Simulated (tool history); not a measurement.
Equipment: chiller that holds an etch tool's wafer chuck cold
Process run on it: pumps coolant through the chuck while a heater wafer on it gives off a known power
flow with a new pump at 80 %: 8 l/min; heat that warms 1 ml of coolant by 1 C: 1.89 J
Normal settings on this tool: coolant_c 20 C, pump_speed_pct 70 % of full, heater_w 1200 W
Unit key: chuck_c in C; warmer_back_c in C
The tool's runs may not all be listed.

| run | day | coolant_c | pump_speed_pct | heater_w | chuck_c | warmer_back_c |
|---|---|---|---|---|---|---|
| 1 | 0 | 20 | 70 | 1200 | 33.9 | 5.55 |
| 2 | 0.904 | 20 | 70 | 1200 | 33.8 | 5.58 |
| 3 | 2.854 | 20 | 70 | 1200 | 33.7 | 5.55 |
| 4 | 3.679 | 14 | 70 | 1200 | 27.9 | 5.62 |
| 5 | 4.838 | 14 | 70 | 1200 | 27.7 | 5.56 |
| 6 | 6.579 | 14 | 70 | 1200 | 27.7 | 5.58 |
| 7 | 7.396 | 26 | 70 | 1200 | 39.8 | 5.56 |
| 8 | 8.554 | 26 | 70 | 1200 | 39.8 | 5.59 |
| 9 | 9.738 | 26 | 70 | 1200 | 39.8 | 5.57 |
| 10 | 10.933 | 20 | 63 | 1200 | 35 | 6.2 |
| 11 | 11.746 | 24 | 63 | 1200 | 39.1 | 6.22 |
|  | 12.142 | coolant pump overhauled |
| 12 | 13.542 | 24 | 63 | 1200 | 39.1 | 6.3 |
| 13 | 15.475 | 24 | 63 | 791 | 34 | 4.2 |
| 14 | 16.35 | 20 | 70 | 1200 | 34.1 | 5.75 |
| 15 | 17.904 | 20 | 70 | 1200 | 34.2 | 5.68 |
| 16 | 19.571 | 20 | 98 | 1200 | 31 | 4.1 |
|  | 20.833 | coolant pump overhauled, once more |
| 17 | 21.567 | 30 | 98 | 777 | 37 | 2.5 |
| 18 | 22.717 | 30 | 98 | 777 | 37 | 2.56 |
| 19 | 24.654 | 20 | 70 | 784 | 28.9 | 3.51 |
| 20 | 25.9 | 24 | 70 | 1200 | 37.7 | 5.4 |
| 21 | 26.783 | 24 | 66 | 1200 | 38.3 | 5.74 |
| 22 | 28.283 | 12 | 91 | 748 | 19.3 | 2.64 |
| 23 | 29.979 | 20 | 64 | 847 | 30.3 | 4.19 |
| 24 | 31.292 | 20 | 64 | 847 | 30.5 | 4.15 |
| 25 | 32.808 | 13 | 76 | 635 | 19.9 | 2.65 |
| 26 | 33.858 | 21 | 75 | 745 | 29.1 | 3.13 |
| 27 | 35.021 | 21 | 75 | 745 | 29 | 3.13 |
| 28 | 36.167 | 11 | 75 | 1112 | 23.1 | 4.71 |
| 29 | 37.012 | 20 | 92 | 1320 | 32.4 | 4.48 |
| 30 | 38.979 | 20 | 71 | 1200 | 33.7 | 5.37 |
| 31 | 40.438 | 28 | 72 | 785 | 36.8 | 3.5 |
| 32 | 41.475 | 28 | 72 | 785 | 36.9 | 3.47 |

For some of the steps in chuck_c from one run to the next: how much would appear even if the tool had no hidden state, given the settings, what came in and random variation, and how much remains for the hidden state plus any gauge scatter that the measured result and the result without hidden state don't share?
Hidden conditions of the tool in this case: heat passed by the chuck's channels, % of clean ones'; flow at a given pump speed, % of a new pump's; coolant's true temperature over the reading, C; drift of the gauge itself on chuck_c, C; drift of the gauge itself on warmer_back_c, C.
Run 6 -> 7: coolant_c 14 -> 26. chuck_c +12.1 C: hidden state +0, all else +12.1.
Run 12 -> 13: heater_w 1200 -> 791. chuck_c -5.1 C: hidden state -0.7, all else -4.4.
Run 16 -> 17: coolant_c 20 -> 30, heater_w 1200 -> 777, coolant pump overhauled, once more. chuck_c +6 C: hidden state -0.7, all else +6.7.
Run 21 -> 22: coolant_c 24 -> 12, pump_speed_pct 66 -> 91, heater_w 1200 -> 748. chuck_c -19 C: hidden state -0.7, all else -18.3.
Run 22 -> 23: coolant_c 12 -> 20, pump_speed_pct 91 -> 64, heater_w 748 -> 847. chuck_c +11 C: hidden state +0.2, all else +10.8.
